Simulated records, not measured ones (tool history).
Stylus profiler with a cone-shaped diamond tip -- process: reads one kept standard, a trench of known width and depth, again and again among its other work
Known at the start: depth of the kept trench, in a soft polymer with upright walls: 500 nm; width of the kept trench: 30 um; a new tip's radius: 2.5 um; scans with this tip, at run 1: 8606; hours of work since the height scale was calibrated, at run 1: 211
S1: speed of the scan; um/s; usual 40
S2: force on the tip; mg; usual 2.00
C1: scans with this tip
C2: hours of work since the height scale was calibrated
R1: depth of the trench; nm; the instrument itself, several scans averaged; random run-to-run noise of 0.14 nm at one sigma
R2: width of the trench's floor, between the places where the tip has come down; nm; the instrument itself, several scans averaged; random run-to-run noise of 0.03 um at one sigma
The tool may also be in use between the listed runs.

run,hour,S1,S2,C1,C2,R1,R2
1,0.0,40,2.00,8606,211,502.88,25620
2,67.2,40,2.00,8882,258,502.47,25540
3,119.7,40,0.71,9097,295,501.02,25470
4,182.8,40,2.00,9356,339,502.71,25480
5,237.9,40,2.00,9582,378,502.29,25460
6,320.6,40,2.00,9921,436,502.63,25410
7,410.1,40,2.00,10288,498,501.97,25370
8,458.5,40,2.00,10487,532,502.09,25360
9,496.2,40,2.00,10641,558,501.87,25310
10,569.3,40,2.57,10941,610,502.21,25290
11,636.7,40,2.57,11218,657,502.68,25300
12,712.5,40,2.57,11529,710,502.16,25270
13,756.9,40,2.57,11711,741,502.00,25250
14,841.2,14,1.08,12056,800,500.23,25230
15,904.5,104,2.78,12316,844,502.23,25030
16,992.5,59,0.78,12677,906,499.43,24940
17,1034.2,40,1.29,12848,935,500.24,25040
18,1073.5,45,2.37,13009,962,501.48,25080
19,1132.4,45,2.37,13251,1004,501.54,25050
20,1203.5,18,1.07,13542,1053,499.94,25090
21,1257.8,18,1.07,13765,1091,499.31,24990
22,1345.2,64,2.97,14123,1152,501.89,24890
23,1417.0,70,1.73,14418,1203,500.15,24860
# hour 1442.0: height scale calibrated on a step standard
24,1508.0,51,0.71,14789,46,501.84,24730
25,1593.7,68,4.11,15141,106,505.77,24840
26,1651.0,50,2.03,15375,146,503.58,24830

Alternative continuations, all from the tool just after run 26; predict every row:
A,1691.8,40,1.22,15543,175,?,?
B,1691.8,120,2.10,15543,175,?,?
C,1691.8,12,3.82,15543,175,?,?

run,R1,R2
A,502.75,24800
B,503.67,24620
C,505.55,24850
Had the tool no hidden state, the same runs would have come out as:
run,R1,R2
A,502.92,26890
B,503.83,26720
C,505.72,26950

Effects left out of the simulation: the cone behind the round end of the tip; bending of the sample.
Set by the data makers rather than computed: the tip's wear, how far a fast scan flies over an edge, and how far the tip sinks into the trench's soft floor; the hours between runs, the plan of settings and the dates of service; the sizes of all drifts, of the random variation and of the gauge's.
